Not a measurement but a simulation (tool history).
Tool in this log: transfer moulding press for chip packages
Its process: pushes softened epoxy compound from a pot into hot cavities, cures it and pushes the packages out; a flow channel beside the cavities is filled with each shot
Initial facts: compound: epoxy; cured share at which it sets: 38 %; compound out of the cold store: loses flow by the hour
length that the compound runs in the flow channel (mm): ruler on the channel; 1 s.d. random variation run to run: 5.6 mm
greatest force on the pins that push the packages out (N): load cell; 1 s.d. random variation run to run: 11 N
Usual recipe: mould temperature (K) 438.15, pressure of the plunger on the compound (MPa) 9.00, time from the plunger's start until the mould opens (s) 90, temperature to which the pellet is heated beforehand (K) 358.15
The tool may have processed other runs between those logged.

run	day	mould temperature (K)	pressure of the plunger on the compound (MPa)	time from the plunger's start until the mould opens (s)	temperature to which the pellet is heated beforehand (K)	incoming compound's hours out of the cold store	length that the compound runs in the flow channel (mm)	greatest force on the pins that push the packages out (N)
1	0.000	438.15	9.00	90	358.15	28.9	577	624
2	0.479	438.15	9.00	90	358.15	10.7	625	687
3	0.917	438.15	9.00	90	358.15	41.4	550	691
# day 1.267: cavities cleaned with cleaning compound and waxed
# day 1.508: plunger's sealing rings changed
4	1.517	438.15	9.00	90	356.15	23.2	633	553
5	1.842	438.15	9.00	90	356.15	35.2	605	565
6	2.079	438.15	8.09	90	358.15	32.7	572	568
7	2.300	438.15	8.09	90	358.15	46.8	548	614
8	2.562	438.15	8.09	90	358.15	25.6	589	639
9	2.979	438.15	8.09	90	358.15	25.4	585	667
10	3.246	438.15	8.36	90	358.15	31.6	586	668
11	3.521	438.15	8.36	90	358.15	12.9	638	718
# day 3.979: cavities cleaned with cleaning compound and waxed
12	3.996	438.15	9.00	84	358.15	28.8	614	532
13	4.338	438.15	9.00	84	358.15	45.8	576	594
14	4.683	438.15	9.00	90	367.15	27.4	617	577
15	5.167	438.15	9.00	90	367.15	21.3	632	638
16	5.579	438.15	9.00	102	367.15	17.3	642	598
17	6.058	441.15	9.00	102	368.15	21.1	625	595
18	6.321	441.15	9.00	102	368.15	13.0	639	617
# day 6.596: cavities cleaned with cleaning compound and waxed
19	6.800	441.15	9.00	102	368.15	12.5	644	460
20	7.042	437.15	9.00	80	358.15	17.8	633	786
21	7.292	432.15	9.28	79	367.15	16.3	669	1187
22	7.617	432.15	9.28	79	367.15	41.8	593	1129
23	7.933	432.15	7.79	79	356.15	41.3	552	1260
24	8.246	432.15	7.79	79	356.15	11.6	620	1530
25	8.675	432.15	7.79	79	356.15	8.8	630	1479
# day 9.217: cavities cleaned with cleaning compound and waxed
26	9.246	438.15	9.93	90	361.15	16.2	678	530
27	9.612	438.15	9.93	90	361.15	23.2	636	562
28	10.038	434.15	8.70	88	361.15	28.7	607	795
29	10.546	437.15	9.00	90	358.15	40.6	562	670

Below, some changes in length that the compound runs in the flow channel (mm) between adjacent runs. For each, the amount present without the hidden state too (settings, incoming material, random variation) and the amount remaining for the hidden state with gauge scatter not shared by both compared results:
Hidden conditions of the tool in this case: true mould temperature over the reading, C; pressure that reaches the compound, % of what is set; grip of the stained cavities, % over clean ones'; drift of the gauge itself on flow_mm, %; drift of the gauge itself on push_out_n, %.
Run 1 -> 2: nothing adjusted, nothing logged. length that the compound runs in the flow channel (mm) +48: hidden state -5, all else +53.
Run 3 -> 4: temperature to which the pellet is heated beforehand (K) 358.15 -> 356.15, cavities cleaned with cleaning compound and waxed, plunger's sealing rings changed. length that the compound runs in the flow channel (mm) +83: hidden state +41, all else +42.
Run 21 -> 22: nothing adjusted, nothing logged. length that the compound runs in the flow channel (mm) -76: hidden state +1, all else -77.
